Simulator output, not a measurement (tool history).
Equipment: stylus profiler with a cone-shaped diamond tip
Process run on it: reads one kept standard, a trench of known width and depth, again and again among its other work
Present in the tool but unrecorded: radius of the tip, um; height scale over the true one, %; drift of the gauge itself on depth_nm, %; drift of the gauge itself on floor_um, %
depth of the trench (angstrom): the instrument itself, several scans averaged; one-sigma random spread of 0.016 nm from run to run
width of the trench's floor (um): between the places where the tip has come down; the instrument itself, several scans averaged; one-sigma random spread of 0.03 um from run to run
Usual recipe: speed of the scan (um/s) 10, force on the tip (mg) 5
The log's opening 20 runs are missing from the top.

| run | hour | speed of the scan (um/s) | force on the tip (mg) | scans with this tip | hours of work since the height scale was calibrated | depth of the trench (angstrom) | width of the trench's floor (um) |
|---|---|---|---|---|---|---|---|
| 21 | 663.2 | 10 | 2.78 | 4538 | 352 | 1007.4 | 27.27 |
| 22 | 699.4 | 4 | 5 | 4876 | 378 | 1010 | 27.34 |
| 23 | 725.1 | 4 | 5 | 5117 | 397 | 1010.3 | 27.21 |
| 24 | 761.5 | 16 | 2.81 | 5457 | 424 | 1007.9 | 27.12 |
| 25 | 781.3 | 3 | 5 | 5641 | 438 | 1010.3 | 27.11 |
|  | 786.1 | height scale calibrated on a step standard |
| 26 | 814.8 | 4 | 6.88 | 5949 | 21 | 1013.1 | 27.1 |
| 27 | 854.2 | 4 | 6.88 | 6317 | 49 | 1013.3 | 27.06 |
| 28 | 876.2 | 8 | 2.52 | 6523 | 65 | 1008 | 27.02 |
| 29 | 904.5 | 8 | 1.84 | 6787 | 86 | 1007.2 | 27.02 |
| 30 | 949.3 | 8 | 1.84 | 7206 | 118 | 1007.3 | 26.97 |
|  | 965.2 | height scale calibrated on a step standard, once more |
| 31 | 979 | 8 | 1.84 | 7479 | 10 | 1004.7 | 26.93 |
| 32 | 1009.6 | 25 | 11.47 | 7764 | 32 | 1015.4 | 26.87 |
| 33 | 1052.3 | 25 | 11.47 | 8163 | 63 | 1015.2 | 26.8 |
| 34 | 1076.4 | 25 | 7.8 | 8389 | 81 | 1012.1 | 26.79 |
| 35 | 1124.2 | 10 | 2.7 | 8835 | 115 | 1006.6 | 26.77 |
| 36 | 1164.3 | 14 | 1.83 | 9209 | 144 | 1005.2 | 26.66 |
| 37 | 1196.2 | 13 | 5.62 | 9508 | 167 | 1010.4 | 26.66 |
| 38 | 1217.7 | 13 | 5.62 | 9708 | 183 | 1010.3 | 26.66 |

Expected results for the next run?
| 39 | 1253.7 | 13 | 5.62 | 10044 | 209 | ? | ? |

depth of the trench (angstrom): 1010.1
width of the trench's floor (um): 26.56
Take away the tool's hidden state, keep the run-to-run variation as it was, and the same run would have given depth of the trench (angstrom) 1009.2, width of the trench's floor (um) 27.92.

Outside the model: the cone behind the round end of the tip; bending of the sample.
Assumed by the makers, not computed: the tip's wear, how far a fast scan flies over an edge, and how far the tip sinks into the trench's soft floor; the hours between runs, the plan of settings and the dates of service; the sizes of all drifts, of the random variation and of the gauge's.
